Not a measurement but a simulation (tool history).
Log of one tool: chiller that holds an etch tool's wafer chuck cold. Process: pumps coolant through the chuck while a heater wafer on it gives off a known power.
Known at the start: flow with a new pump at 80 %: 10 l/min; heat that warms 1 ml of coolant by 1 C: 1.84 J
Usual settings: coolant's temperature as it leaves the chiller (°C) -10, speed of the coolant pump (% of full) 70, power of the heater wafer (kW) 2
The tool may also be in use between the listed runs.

run	day	coolant's temperature as it leaves the chiller (°C)	speed of the coolant pump (% of full)	power of the heater wafer (kW)	chuck's temperature once it has settled (°C)	how much warmer the coolant comes back (C)
1	0	-10	70	2	14.8	7.62
2	1.304	-10	70	2	14.9	7.64
3	2.446	-10	70	2	14.9	7.64
4	3.4	-10	70	2	14.9	7.61
5	5.312	-10	81	2	12.1	6.62
6	6.446	-10	70	2	15.1	7.65
7	8.438	-10	70	1.21	5.3	4.68
8	10.525	-10	70	1.21	5.3	4.58
9	12.479	-10	70	2	15.3	7.65
10	13.712	-10	70	2	15.2	7.65
11	15.062	-10	70	2.271	18.6	8.65
12	16.129	-11	70	1.059	2.4	4.04
13	18.225	-11	70	1.059	2.5	4.09
14	20.008	-13	70	2	12.3	7.62
15	21	-7	70	1.769	15.5	6.76
16	22.838	-11	99	1.023	-1.3	2.78
17	24.45	-11	99	1.023	-1.1	2.8

Run 18 comes next. What will it give?
18	26.471	-13	68	2.541	?	?

chuck's temperature once it has settled (°C): 19.8
how much warmer the coolant comes back (C): 10.02
Without the tool's hidden state the same run would have given chuck's temperature once it has settled (°C) 13.4, how much warmer the coolant comes back (C) 9.74.
